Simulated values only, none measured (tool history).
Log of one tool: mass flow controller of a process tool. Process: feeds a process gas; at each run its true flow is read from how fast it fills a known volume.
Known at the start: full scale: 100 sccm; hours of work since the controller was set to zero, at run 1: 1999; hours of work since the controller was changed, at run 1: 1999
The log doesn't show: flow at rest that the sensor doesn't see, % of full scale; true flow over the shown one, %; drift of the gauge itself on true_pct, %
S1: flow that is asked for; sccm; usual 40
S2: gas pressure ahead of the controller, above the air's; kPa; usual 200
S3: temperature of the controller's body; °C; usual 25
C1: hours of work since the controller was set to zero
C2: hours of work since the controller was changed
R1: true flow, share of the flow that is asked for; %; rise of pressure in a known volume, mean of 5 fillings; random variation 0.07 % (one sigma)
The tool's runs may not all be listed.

{"run": 1, "day": 0.0, "S1": 40, "S2": 200, "S3": 25, "C1": 1999, "C2": 1999, "R1": 99.38}
{"run": 2, "day": 3.942, "S1": 40, "S2": 200, "S3": 32, "C1": 2063, "C2": 2063, "R1": 98.84}
{"run": 3, "day": 11.146, "S1": 40, "S2": 200, "S3": 32, "C1": 2181, "C2": 2181, "R1": 98.74}
{"run": 4, "day": 17.35, "S1": 36, "S2": 200, "S3": 32, "C1": 2283, "C2": 2283, "R1": 98.65}
{"run": 5, "day": 23.754, "S1": 36, "S2": 200, "S3": 32, "C1": 2388, "C2": 2388, "R1": 98.8}
{"run": 6, "day": 30.633, "S1": 40, "S2": 200, "S3": 27, "C1": 2501, "C2": 2501, "R1": 99.33}
{"run": 7, "day": 36.479, "S1": 40, "S2": 200, "S3": 27, "C1": 2596, "C2": 2596, "R1": 99.2}
{"run": 8, "day": 40.938, "S1": 40, "S2": 200, "S3": 27, "C1": 2669, "C2": 2669, "R1": 99.18}
{"run": 9, "day": 47.942, "S1": 26, "S2": 200, "S3": 25, "C1": 2784, "C2": 2784, "R1": 99.13}
{"run": 10, "day": 52.433, "S1": 21, "S2": 200, "S3": 25, "C1": 2858, "C2": 2858, "R1": 99.01}
{"run": 11, "day": 55.371, "S1": 21, "S2": 200, "S3": 25, "C1": 2906, "C2": 2906, "R1": 99.02}
{"run": 12, "day": 60.954, "S1": 43, "S2": 200, "S3": 25, "C1": 2997, "C2": 2997, "R1": 99.29}
{"run": 13, "day": 65.0, "S1": 43, "S2": 200, "S3": 25, "C1": 3064, "C2": 3064, "R1": 99.34}
{"run": 14, "day": 70.233, "S1": 43, "S2": 200, "S3": 25, "C1": 3149, "C2": 3149, "R1": 99.33}
{"run": 15, "day": 73.883, "S1": 40, "S2": 200, "S3": 28, "C1": 3209, "C2": 3209, "R1": 99.03}
{"run": 16, "day": 77.421, "S1": 40, "S2": 200, "S3": 25, "C1": 3267, "C2": 3267, "R1": 99.38}
{"run": 17, "day": 80.583, "S1": 66, "S2": 200, "S3": 25, "C1": 3319, "C2": 3319, "R1": 99.55}
{"run": 18, "day": 85.692, "S1": 40, "S2": 200, "S3": 25, "C1": 3403, "C2": 3403, "R1": 99.2}
{"run": 19, "day": 91.438, "S1": 40, "S2": 200, "S3": 25, "C1": 3497, "C2": 3497, "R1": 99.35}
{"run": 20, "day": 98.525, "S1": 40, "S2": 200, "S3": 25, "C1": 3613, "C2": 3613, "R1": 99.24}
{"run": 21, "day": 105.7, "S1": 45, "S2": 200, "S3": 25, "C1": 3730, "C2": 3730, "R1": 99.4}
{"run": 22, "day": 109.483, "S1": 45, "S2": 200, "S3": 25, "C1": 3792, "C2": 3792, "R1": 99.26}
{"run": 23, "day": 114.529, "S1": 45, "S2": 200, "S3": 25, "C1": 3875, "C2": 3875, "R1": 99.39}
{"run": 24, "day": 118.1, "S1": 40, "S2": 200, "S3": 23, "C1": 3933, "C2": 3933, "R1": 99.53}
{"run": 25, "day": 124.229, "S1": 41, "S2": 200, "S3": 37, "C1": 4034, "C2": 4034, "R1": 98.5}
{"run": 26, "day": 130.65, "S1": 26, "S2": 261, "S3": 28, "C1": 4139, "C2": 4139, "R1": 99.11}
{"run": 27, "day": 135.575, "S1": 26, "S2": 261, "S3": 28, "C1": 4220, "C2": 4220, "R1": 99.17}
{"run": 28, "day": 138.838, "S1": 13, "S2": 210, "S3": 35, "C1": 4273, "C2": 4273, "R1": 98.32}
{"run": 29, "day": 145.871, "S1": 56, "S2": 200, "S3": 22, "C1": 4388, "C2": 4388, "R1": 99.64}
{"run": 30, "day": 151.188, "S1": 56, "S2": 157, "S3": 38, "C1": 4475, "C2": 4475, "R1": 98.38}
{"run": 31, "day": 156.488, "S1": 14, "S2": 226, "S3": 33, "C1": 4562, "C2": 4562, "R1": 98.44}
{"run": 32, "day": 161.367, "S1": 18, "S2": 200, "S3": 27, "C1": 4642, "C2": 4642, "R1": 98.95}
{"run": 33, "day": 168.046, "S1": 15, "S2": 200, "S3": 24, "C1": 4751, "C2": 4751, "R1": 98.96}
{"run": 34, "day": 172.3, "S1": 15, "S2": 200, "S3": 24, "C1": 4821, "C2": 4821, "R1": 99.07}
{"run": 35, "day": 178.104, "S1": 12, "S2": 200, "S3": 25, "C1": 4916, "C2": 4916, "R1": 98.83}
{"run": 36, "day": 181.533, "S1": 41, "S2": 249, "S3": 26, "C1": 4972, "C2": 4972, "R1": 99.37}
{"run": 37, "day": 185.875, "S1": 19, "S2": 142, "S3": 26, "C1": 5044, "C2": 5044, "R1": 98.76}
{"run": 38, "day": 192.396, "S1": 40, "S2": 218, "S3": 22, "C1": 5150, "C2": 5150, "R1": 99.62}
{"run": 39, "day": 197.171, "S1": 36, "S2": 218, "S3": 34, "C1": 5229, "C2": 5229, "R1": 98.56}
{"run": 40, "day": 202.792, "S1": 20, "S2": 243, "S3": 34, "C1": 5321, "C2": 5321, "R1": 98.69}
{"run": 41, "day": 205.696, "S1": 11, "S2": 232, "S3": 22, "C1": 5368, "C2": 5368, "R1": 99.2}
{"run": 42, "day": 212.679, "S1": 96, "S2": 232, "S3": 22, "C1": 5483, "C2": 5483, "R1": 100.31}
{"run": 43, "day": 218.483, "S1": 96, "S2": 232, "S3": 22, "C1": 5578, "C2": 5578, "R1": 100.37}
{"run": 44, "day": 224.867, "S1": 96, "S2": 232, "S3": 22, "C1": 5682, "C2": 5682, "R1": 100.4}
{"run": 45, "day": 229.588, "S1": 58, "S2": 167, "S3": 26, "C1": 5760, "C2": 5760, "R1": 99.32}
{"run": 46, "day": 232.583, "S1": 40, "S2": 200, "S3": 20, "C1": 5809, "C2": 5809, "R1": 99.72}
{"run": 47, "day": 236.788, "S1": 47, "S2": 150, "S3": 27, "C1": 5877, "C2": 5877, "R1": 99.06}
{"run": 48, "day": 243.629, "S1": 23, "S2": 181, "S3": 37, "C1": 5990, "C2": 5990, "R1": 98.26}

Forecast each of these 5 alternatives for the next run:
{"run": "A", "day": 248.042, "S1": 65, "S2": 241, "S3": 25, "C1": 6062, "C2": 6062, "R1": "?"}
{"run": "B", "day": 248.042, "S1": 98, "S2": 279, "S3": 25, "C1": 6062, "C2": 6062, "R1": "?"}
{"run": "C", "day": 248.042, "S1": 20, "S2": 181, "S3": 38, "C1": 6062, "C2": 6062, "R1": "?"}
{"run": "D", "day": 248.042, "S1": 23, "S2": 269, "S3": 29, "C1": 6062, "C2": 6062, "R1": "?"}
{"run": "E", "day": 248.042, "S1": 25, "S2": 181, "S3": 40, "C1": 6062, "C2": 6062, "R1": "?"}

run=A R1=99.79
run=B R1=100.11
run=C R1=98.05
run=D R1=99.06
run=E R1=98.09
Without the tool's hidden state the same runs would have given:
run=A R1=99.78
run=B R1=100.10
run=C R1=98.03
run=D R1=99.03
run=E R1=98.07
